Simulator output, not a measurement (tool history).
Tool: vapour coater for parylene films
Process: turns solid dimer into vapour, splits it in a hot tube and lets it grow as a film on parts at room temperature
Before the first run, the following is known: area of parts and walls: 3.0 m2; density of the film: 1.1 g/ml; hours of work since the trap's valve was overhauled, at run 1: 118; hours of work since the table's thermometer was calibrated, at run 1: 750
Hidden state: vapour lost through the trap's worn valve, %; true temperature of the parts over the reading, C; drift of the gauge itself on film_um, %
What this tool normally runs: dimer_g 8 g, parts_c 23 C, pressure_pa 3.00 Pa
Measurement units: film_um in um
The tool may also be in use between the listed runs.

run,hour,dimer_g,parts_c,pressure_pa,hours of work since the trap's valve was overhauled,hours of work since the table's thermometer was calibrated,film_um
1,0.0,8,23,3.00,118,750,1.25
2,67.0,8,23,3.00,152,783,1.24
3,135.1,8,23,3.00,186,818,1.24
# hour 211.4: trap's valve overhauled
4,211.4,8,23,3.00,0,854,1.24
5,250.9,8,23,8.68,20,874,0.97
6,298.0,8,23,3.00,43,897,1.22
7,332.2,8,23,3.00,61,914,1.25
8,366.2,8,23,3.00,78,932,1.23
9,413.9,8,23,3.00,102,955,1.24
10,449.4,8,23,3.00,119,973,1.24
11,484.9,8,27,3.00,137,991,1.02
12,518.6,8,27,3.00,154,1008,1.01
13,580.7,4,23,3.00,185,1039,0.60
# hour 656.3: trap's valve overhauled
14,656.3,4,23,3.00,0,1075,0.62
15,718.2,8,25,3.00,31,1106,1.14
16,772.6,8,23,3.00,58,1133,1.23
17,823.1,8,19,3.00,84,1159,1.49
18,853.1,8,19,3.00,99,1174,1.47
19,907.4,8,19,3.00,126,1201,1.48
20,971.7,8,19,3.00,158,1233,1.47
21,1035.3,8,19,3.00,190,1265,1.49
22,1078.1,8,23,3.00,212,1287,1.23
# hour 1101.3: trap's valve overhauled
23,1150.0,8,23,5.85,24,1321,1.06
24,1222.0,4,26,2.37,61,1357,0.58
25,1277.5,4,26,2.37,88,1385,0.57
26,1313.3,4,26,2.37,106,1403,0.58
27,1347.0,5,19,3.48,123,1420,0.91
28,1377.2,5,19,3.48,138,1435,0.88
29,1441.2,7,21,4.49,171,1467,1.08
30,1502.8,7,21,4.49,201,1498,1.07
# hour 1548.2: trap's valve overhauled
31,1570.1,4,26,9.58,11,1530,0.42
32,1632.8,4,26,9.58,42,1561,0.39
33,1679.8,4,26,9.58,66,1585,0.41
34,1746.6,11,18,7.27,100,1618,1.75
35,1808.1,11,27,4.53,130,1649,1.27
36,1861.7,11,27,4.53,157,1676,1.27
37,1891.1,8,18,3.00,172,1691,1.55
38,1960.7,9,21,11.50,207,1726,1.10
# hour 1993.4: trap's valve overhauled
39,2000.4,13,23,3.41,4,1744,1.95
40,2065.2,13,23,3.41,36,1776,1.94
41,2105.4,6,23,3.00,56,1796,0.91
42,2164.9,6,18,3.06,86,1826,1.16
43,2209.4,4,28,3.06,108,1849,0.48
44,2276.3,4,19,7.85,142,1882,0.60
45,2321.7,4,19,7.85,165,1905,0.61
46,2378.6,10,23,2.23,193,1933,1.62

5 options for the next run, each taken on its own from the tool as it stands now. Forecast them:
# hour 2441.3: trap's valve overhauled
A,2454.4,10,23,2.61,7,1969,?
# hour 2441.3: trap's valve overhauled
B,2454.4,5,23,2.23,7,1969,?
# hour 2441.3: trap's valve overhauled
C,2454.4,8,22,2.23,7,1969,?
# hour 2441.3: trap's valve overhauled
D,2454.4,8,23,3.00,7,1969,?
# hour 2441.3: trap's valve overhauled
E,2454.4,3,28,8.82,7,1969,?

run,film_um
A,1.58
B,0.83
C,1.38
D,1.22
E,0.28
Take away the tool's hidden state, keep each run's random variation, and the runs would have read:
run,film_um
A,1.59
B,0.83
C,1.38
D,1.22
E,0.28

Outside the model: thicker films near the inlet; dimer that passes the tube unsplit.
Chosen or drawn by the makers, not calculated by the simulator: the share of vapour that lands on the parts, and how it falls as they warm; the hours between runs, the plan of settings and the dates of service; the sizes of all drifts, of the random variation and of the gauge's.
